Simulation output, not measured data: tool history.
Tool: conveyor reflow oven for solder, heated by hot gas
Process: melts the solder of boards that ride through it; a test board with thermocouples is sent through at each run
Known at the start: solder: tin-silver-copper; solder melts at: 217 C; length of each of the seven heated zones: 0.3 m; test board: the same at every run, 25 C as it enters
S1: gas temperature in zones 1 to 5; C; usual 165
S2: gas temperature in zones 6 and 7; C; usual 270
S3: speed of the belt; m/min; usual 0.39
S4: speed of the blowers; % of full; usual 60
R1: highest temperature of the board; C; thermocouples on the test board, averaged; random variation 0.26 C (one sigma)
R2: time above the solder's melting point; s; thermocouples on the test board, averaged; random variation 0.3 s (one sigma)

| run | day | S1 | S2 | S3 | S4 | R1 | R2 |
|---|---|---|---|---|---|---|---|
| 1 | 0 | 165 | 270 | 0.39 | 60 | 248.2 | 61.4 |
| 2 | 1.138 | 165 | 270 | 0.39 | 60 | 248 | 61.5 |
| 3 | 2.088 | 165 | 270 | 0.39 | 60 | 247.5 | 60.9 |
| 4 | 2.921 | 165 | 270 | 0.39 | 60 | 247.5 | 61.1 |
| 5 | 3.512 | 165 | 270 | 0.39 | 60 | 247.8 | 60.4 |
|  | 3.712 | thermocouples of zones 6 and 7 changed |
| 6 | 4.75 | 165 | 270 | 0.39 | 60 | 248.9 | 62.2 |
| 7 | 5.704 | 165 | 270 | 0.39 | 60 | 248.7 | 61.9 |
| 8 | 6.712 | 165 | 270 | 0.39 | 60 | 248.6 | 61.5 |
| 9 | 7.412 | 165 | 270 | 0.39 | 60 | 248.2 | 61.2 |
| 10 | 8.783 | 165 | 270 | 0.39 | 52 | 245.3 | 57.1 |
| 11 | 9.688 | 173 | 270 | 0.39 | 60 | 250.1 | 66.1 |
| 12 | 10.988 | 173 | 270 | 0.39 | 60 | 249.9 | 66 |
|  | 11.821 | flux residue cleaned out of gas plates and filters |
| 13 | 12.333 | 173 | 270 | 0.39 | 60 | 252.1 | 69 |
| 14 | 13.012 | 173 | 270 | 0.39 | 60 | 251.9 | 68.6 |
| 15 | 14.388 | 165 | 270 | 0.39 | 60 | 250.4 | 64.4 |
| 16 | 15.717 | 165 | 265 | 0.439 | 64 | 243.5 | 48.7 |
| 17 | 16.575 | 165 | 265 | 0.439 | 64 | 242.5 | 49.1 |

The next listed run, before its measurement:
| 18 | 17.25 | 165 | 284 | 0.312 | 60 | ? | ? |

Run 18 gave R1 269.7 C, R2 99.8 s.
Without the tool's hidden state the same run would have given R1 270.1 C, R2 98 s.
